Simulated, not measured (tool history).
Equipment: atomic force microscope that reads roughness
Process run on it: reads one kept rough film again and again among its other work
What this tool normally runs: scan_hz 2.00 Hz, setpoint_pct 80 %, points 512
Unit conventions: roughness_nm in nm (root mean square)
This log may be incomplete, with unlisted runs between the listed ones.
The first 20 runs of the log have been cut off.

{"run": 21, "hour": 786.8, "scan_hz": 3.32, "setpoint_pct": 75, "points": 560, "roughness_nm": 1.342}
{"hour": 804.6, "done": "new tip fitted"}
{"run": 22, "hour": 843.4, "scan_hz": 3.32, "setpoint_pct": 75, "points": 560, "roughness_nm": 2.096}
{"run": 23, "hour": 888.0, "scan_hz": 0.73, "setpoint_pct": 75, "points": 355, "roughness_nm": 1.675}
{"hour": 917.0, "done": "new tip fitted"}
{"run": 24, "hour": 927.4, "scan_hz": 0.73, "setpoint_pct": 60, "points": 501, "roughness_nm": 3.008}
{"run": 25, "hour": 953.7, "scan_hz": 0.73, "setpoint_pct": 60, "points": 501, "roughness_nm": 2.299}
{"run": 26, "hour": 1012.1, "scan_hz": 1.27, "setpoint_pct": 66, "points": 282, "roughness_nm": 1.509}
{"hour": 1028.7, "done": "new tip fitted"}
{"run": 27, "hour": 1055.6, "scan_hz": 1.75, "setpoint_pct": 80, "points": 512, "roughness_nm": 2.286}
{"run": 28, "hour": 1097.1, "scan_hz": 2.34, "setpoint_pct": 80, "points": 512, "roughness_nm": 1.656}
{"run": 29, "hour": 1126.8, "scan_hz": 2.34, "setpoint_pct": 80, "points": 512, "roughness_nm": 1.356}
{"hour": 1140.2, "done": "new tip fitted"}
{"run": 30, "hour": 1171.5, "scan_hz": 1.33, "setpoint_pct": 72, "points": 268, "roughness_nm": 2.298}

Consider 5 possible next runs. They are alternatives, not a sequence: every one starts from the tool as it was left by run 30. What does each give?
{"run": "A", "hour": 1198.8, "scan_hz": 1.33, "setpoint_pct": 75, "points": 315, "roughness_nm": "?"}
{"run": "B", "hour": 1198.8, "scan_hz": 1.3, "setpoint_pct": 80, "points": 512, "roughness_nm": "?"}
{"run": "C", "hour": 1198.8, "scan_hz": 0.55, "setpoint_pct": 76, "points": 910, "roughness_nm": "?"}
{"run": "D", "hour": 1198.8, "scan_hz": 1.9, "setpoint_pct": 80, "points": 512, "roughness_nm": "?"}
{"run": "E", "hour": 1198.8, "scan_hz": 1.33, "setpoint_pct": 72, "points": 410, "roughness_nm": "?"}

run=A roughness_nm=1.895
run=B roughness_nm=1.880
run=C roughness_nm=1.996
run=D roughness_nm=1.818
run=E roughness_nm=1.911
Stripped of hidden state, with their random variation kept, the same runs would have yielded:
run=A roughness_nm=3.265
run=B roughness_nm=3.241
run=C roughness_nm=3.443
run=D roughness_nm=3.135
run=E roughness_nm=3.297
